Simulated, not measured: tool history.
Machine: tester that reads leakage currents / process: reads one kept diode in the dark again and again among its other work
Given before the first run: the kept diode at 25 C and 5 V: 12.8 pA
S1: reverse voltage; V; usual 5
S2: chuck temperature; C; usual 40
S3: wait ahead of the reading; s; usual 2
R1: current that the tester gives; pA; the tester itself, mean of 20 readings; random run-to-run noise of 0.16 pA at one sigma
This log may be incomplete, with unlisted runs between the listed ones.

run	day	S1	S2	S3	R1
1	0	5	40	2	48.77
2	3.238	4.8	40	2	47.55
3	7.25	4.8	40	2	47.58
4	11.058	4.8	40	2	47.55
5	15.654	4.8	40	2	47.7
6	22.05	11.18	40	2	77.8
7	26.279	18.5	40	2	104.54
8	31.325	18.5	40	2	105.17
9	35.967	18.5	40	2	106.44
10	42.067	5	40	0.46	49.86
11	48.762	5	40	0.46	49.53
12	55.667	5	40	0.46	50.18
13	58.75	5	40	0.46	50.05
14	64.304	5	40	0.46	50.32
15	71.121	5	40	0.46	50.14
16	74.083	5	40	2	49.58
17	80.167	5	40	2	49.76
18	86.792	5	40	2	49.74
19	90.104	5	40	2	49.83
# day 93.492: chuck's temperature calibrated
20	95.438	5	40	2	57.57
21	100.842	1.35	40	2	26.75
22	106.312	1.58	47	2.91	50.46
23	112.621	8.89	44	2	109.5
24	119.7	4.9	32	0.6	33.68
25	123.308	4.9	32	0.6	33.55
26	127.362	4.9	41	0.96	61.72
27	133.475	5	28	0.36	27.96
# day 135.108: tester calibrated
28	139.367	5	25	2	24.04
29	142.875	16.87	25	2	64
30	148.85	16.87	25	2	65.49
# day 151.158: probe card cleaned and baked
31	154.625	4.43	40	2	44.12
32	159.525	5	40	0.42	48.14
33	164.879	5	25	3.71	12.95
34	171.871	3.64	37	1.91	30.84
35	175.75	1.27	40	2	22.46
36	182.421	2.03	48	2	56.08
37	189.396	12.93	35	1.35	55.57
38	193.625	5	29	2	19.58
39	198.438	5	29	2	20.03
40	203.25	5	29	2	20.16
41	209.129	5	29	2	20.46

Here are 3 independent what-if runs from the current tool condition. What would each one return?
A	214.083	5	40	0.93	?
B	214.083	4.94	43	2	?
C	214.083	5	40	2.11	?

run	R1
A	48.5
B	60.09
C	47.85
Without the tool's hidden state the same runs would have given:
run	R1
A	51.1
B	64.58
C	50.42
